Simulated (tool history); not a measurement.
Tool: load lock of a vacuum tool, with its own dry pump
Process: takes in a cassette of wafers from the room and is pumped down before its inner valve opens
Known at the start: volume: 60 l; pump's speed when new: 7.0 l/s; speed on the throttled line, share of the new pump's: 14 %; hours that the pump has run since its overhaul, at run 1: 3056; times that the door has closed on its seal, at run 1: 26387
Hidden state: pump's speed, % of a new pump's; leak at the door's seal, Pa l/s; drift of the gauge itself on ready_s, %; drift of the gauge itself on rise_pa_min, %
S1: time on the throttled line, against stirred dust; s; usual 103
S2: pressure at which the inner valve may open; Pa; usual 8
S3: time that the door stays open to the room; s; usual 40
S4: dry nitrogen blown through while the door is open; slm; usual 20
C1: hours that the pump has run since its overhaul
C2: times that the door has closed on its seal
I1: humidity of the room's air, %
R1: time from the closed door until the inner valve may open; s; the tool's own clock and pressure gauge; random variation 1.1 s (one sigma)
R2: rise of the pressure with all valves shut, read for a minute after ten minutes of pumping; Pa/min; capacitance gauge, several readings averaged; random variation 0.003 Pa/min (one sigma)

| run | hour | S1 | S2 | S3 | S4 | C1 | C2 | I1 | R1 | R2 |
|---|---|---|---|---|---|---|---|---|---|---|
| 1 | 0 | 103 | 8 | 40 | 20 | 3056 | 26387 | 44.8 | 169.7 | 0.018 |
| 2 | 358 | 103 | 8 | 40 | 4 | 3414 | 27703 | 44.5 | 170 | 0.033 |
| 3 | 689.2 | 68 | 8 | 40 | 4 | 3746 | 28921 | 43.1 | 140.2 | 0.032 |
| 4 | 1028.9 | 68 | 8 | 40 | 4 | 4085 | 30169 | 41.8 | 138.9 | 0.026 |
| 5 | 1632.6 | 68 | 8 | 40 | 4 | 4689 | 32389 | 46 | 140.3 | 0.033 |
| 6 | 2124.8 | 68 | 8 | 40 | 4 | 5181 | 34198 | 45.4 | 140.5 | 0.034 |
| 7 | 2413.6 | 68 | 8 | 40 | 4 | 5470 | 35260 | 43.7 | 141.2 | 0.028 |
| 8 | 2868 | 103 | 8 | 40 | 7 | 5924 | 36930 | 48.1 | 170.8 | 0.025 |
| 9 | 3244.7 | 103 | 8 | 40 | 7 | 6301 | 38315 | 43.1 | 169.5 | 0.027 |
| 10 | 3867.8 | 103 | 8 | 40 | 7 | 6924 | 40606 | 42.8 | 170.6 | 0.029 |
| 11 | 4148.5 | 103 | 9 | 141 | 7 | 7205 | 41638 | 48.2 | 168.9 | 0.047 |
| 12 | 4731.1 | 103 | 6 | 37 | 9 | 7787 | 43779 | 42 | 173.2 | 0.02 |
| 13 | 5280.1 | 103 | 6 | 37 | 9 | 8336 | 45797 | 46.7 | 171 | 0.029 |
| 14 | 5743 | 125 | 10 | 60 | 6 | 8799 | 47499 | 44.9 | 186.9 | 0.035 |

Forecast each of these 4 alternatives for the next run:
| A | 6288.5 | 103 | 7 | 119 | 20 | 9345 | 49504 | 43.5 | ? | ? |
| B | 6288.5 | 157 | 8 | 60 | 36 | 9345 | 49504 | 46 | ? | ? |
| C | 6288.5 | 125 | 10 | 60 | 5 | 9345 | 49504 | 44.8 | ? | ? |
| D | 6288.5 | 103 | 16 | 40 | 6 | 9345 | 49504 | 47.2 | ? | ? |

| run | R1 | R2 |
|---|---|---|
| A | 170.5 | 0.025 |
| B | 216.1 | 0.017 |
| C | 187.7 | 0.033 |
| D | 164.3 | 0.031 |
Without the tool's hidden state the same runs would have given:
| run | R1 | R2 |
|---|---|---|
| A | 170.5 | 0.025 |
| B | 216.1 | 0.016 |
| C | 187.7 | 0.032 |
| D | 164.3 | 0.031 |
